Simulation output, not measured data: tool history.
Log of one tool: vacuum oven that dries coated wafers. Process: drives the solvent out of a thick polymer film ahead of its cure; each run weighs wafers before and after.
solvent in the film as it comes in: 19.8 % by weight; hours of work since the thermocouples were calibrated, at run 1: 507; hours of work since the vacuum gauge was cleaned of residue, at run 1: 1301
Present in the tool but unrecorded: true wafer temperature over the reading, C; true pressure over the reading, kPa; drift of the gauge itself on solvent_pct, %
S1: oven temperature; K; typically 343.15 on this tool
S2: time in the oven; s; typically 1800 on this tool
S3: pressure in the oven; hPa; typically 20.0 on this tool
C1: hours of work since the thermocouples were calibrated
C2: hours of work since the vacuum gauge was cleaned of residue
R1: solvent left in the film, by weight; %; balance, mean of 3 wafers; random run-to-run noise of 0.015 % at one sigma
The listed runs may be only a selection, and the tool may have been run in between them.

run   hour      S1    S2    S3   C1    C2    R1
  1    0.0  343.15  1800  20.0  507  1301  3.26
  2   53.7  343.15  1800  20.0  534  1327  3.25
  3  127.3  343.15  1560  20.0  571  1364  3.60
  4  200.6  343.15  1800  39.9  607  1401  5.52
  5  288.0  343.15  1800  20.0  651  1444  3.24
  6  416.8  343.15  1800  20.0  715  1508  3.28
  7  476.3  343.15  1800  20.0  744  1538  3.26
  8  558.0  343.15  1800  20.0  785  1579  3.24
  9  663.9  343.15  1800  80.0  838  1631  9.98
 10  739.1  333.15  1800  37.2  875  1669  8.92
 11  792.5  333.15  1800  37.2  902  1695  8.84

Predict each of these 5 candidate next runs independently; none follows another, all start after run 11:
  A  875.5  342.15  1440  37.2  943  1737   ?
  B  875.5  334.15  1800  20.5  943  1737   ?
  C  875.5  341.15  1920  25.1  943  1737   ?
  D  875.5  353.15  2520  31.0  943  1737   ?
  E  875.5  329.15  1800  15.1  943  1737   ?

run    R1
  A  5.99
  B  5.93
  C  4.16
  D  2.57
  E  6.95
Stripped of hidden state, with their random variation kept, the same runs would have yielded:
run    R1
  A  5.88
  B  5.73
  C  3.98
  D  2.42
  E  6.72

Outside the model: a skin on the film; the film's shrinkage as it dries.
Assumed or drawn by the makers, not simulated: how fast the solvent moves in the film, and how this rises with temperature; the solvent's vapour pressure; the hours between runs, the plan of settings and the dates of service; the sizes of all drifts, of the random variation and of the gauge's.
